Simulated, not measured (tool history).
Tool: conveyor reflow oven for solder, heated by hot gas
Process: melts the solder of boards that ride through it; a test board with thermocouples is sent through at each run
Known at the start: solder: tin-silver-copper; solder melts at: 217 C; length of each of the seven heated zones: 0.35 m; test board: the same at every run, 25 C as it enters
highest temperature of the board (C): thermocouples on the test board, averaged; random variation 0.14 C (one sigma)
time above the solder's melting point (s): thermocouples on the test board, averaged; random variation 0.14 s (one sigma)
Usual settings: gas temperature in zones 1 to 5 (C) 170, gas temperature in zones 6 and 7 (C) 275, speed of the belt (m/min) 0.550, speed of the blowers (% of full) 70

run     day  gas temperature in zones 1 to 5 (C)  gas temperature in zones 6 and 7 (C)  speed of the belt (m/min)  speed of the blowers (% of full)  highest temperature of the board (C)  time above the solder's melting point (s)
  1   0.000                                  170                                   275                      0.550                                70                                 259.9                                       60.4
  2   0.246                                  170                                   275                      0.550                                70                                 259.8                                       60.6
  3   0.571                                  170                                   275                      0.550                                70                                 259.6                                       60.5
  4   0.817                                  170                                   275                      0.550                                70                                 259.5                                       60.5
  5   1.404                                  170                                   275                      0.550                                70                                 259.7                                       60.5
  6   1.738                                  170                                   280                      0.550                                70                                 263.8                                       62.9
      2.354  -- flux residue cleaned out of gas plates and filters
  7   2.408                                  170                                   280                      0.490                                70                                 271.0                                       75.4
  8   2.912                                  170                                   280                      0.490                                70                                 270.6                                       75.4
  9   3.400                                  170                                   280                      0.490                                70                                 270.8                                       75.5
 10   3.812                                  170                                   280                      0.490                                63                                 268.9                                       74.2
 11   4.117                                  170                                   280                      0.490                                63                                 268.9                                       74.1
 12   4.575                                  170                                   275                      0.550                                70                                 262.6                                       62.6
 13   4.904                                  170                                   275                      0.550                                70                                 262.5                                       62.7
 14   5.204                                  170                                   275                      0.550                                70                                 262.7                                       62.7
 15   5.525                                  170                                   275                      0.550                                70                                 262.6                                       62.7
 16   5.971                                  170                                   275                      0.550                                70                                 262.6                                       62.7
 17   6.546                                  170                                   272                      0.550                                64                                 258.2                                       59.5
 18   7.108                                  170                                   275                      0.550                                89                                 267.1                                       65.7
 19   7.471                                  170                                   275                      0.550                                76                                 264.0                                       63.8
 20   7.758                                  170                                   286                      0.550                                88                                 276.7                                       69.5
 21   8.021                                  175                                   275                      0.550                                52                                 257.0                                       59.8
 22   8.450                                  170                                   279                      0.492                                70                                 269.3                                       74.6
 23   8.762                                  179                                   290                      0.641                                72                                 272.3                                       59.9
 24   9.175                                  179                                   290                      0.641                                72                                 272.2                                       60.0
 25   9.425                                  185                                   265                      0.550                                70                                 255.8                                       64.4
 26   9.829                                  185                                   265                      0.550                                70                                 255.9                                       64.4
 27  10.175                                  170                                   277                      0.603                                55                                 254.8                                       51.3
     10.354  -- thermocouples of zones 6 and 7 changed
 28  10.692                                  174                                   270                      0.589                                56                                 248.6                                       49.6
 29  11.050                                  158                                   271                      0.518                                74                                 257.2                                       60.3
 30  11.554                                  163                                   290                      0.550                                70                                 271.6                                       65.1

5 ways to go on from here, each from the tool as it stands after run 30. What would each give?
  A  11.975                                  163                                   290                      0.490                                89                                     ?                                          ?
  B  11.975                                  177                                   269                      0.550                                84                                     ?                                          ?
  C  11.975                                  175                                   286                      0.637                                70                                     ?                                          ?
  D  11.975                                  169                                   275                      0.550                                61                                     ?                                          ?
  E  11.975                                  170                                   275                      0.550                                77                                     ?                                          ?

run  highest temperature of the board (C)  time above the solder's melting point (s)
  A                                 280.1                                       77.7
  B                                 258.2                                       63.5
  C                                 264.5                                       56.1
  D                                 256.6                                       58.3
  E                                 261.1                                       62.3
Without the tool's hidden state the same runs would have given:
run  highest temperature of the board (C)  time above the solder's melting point (s)
  A                                 280.7                                       77.5
  B                                 258.8                                       63.5
  C                                 265.3                                       56.1
  D                                 257.1                                       58.3
  E                                 261.7                                       62.3

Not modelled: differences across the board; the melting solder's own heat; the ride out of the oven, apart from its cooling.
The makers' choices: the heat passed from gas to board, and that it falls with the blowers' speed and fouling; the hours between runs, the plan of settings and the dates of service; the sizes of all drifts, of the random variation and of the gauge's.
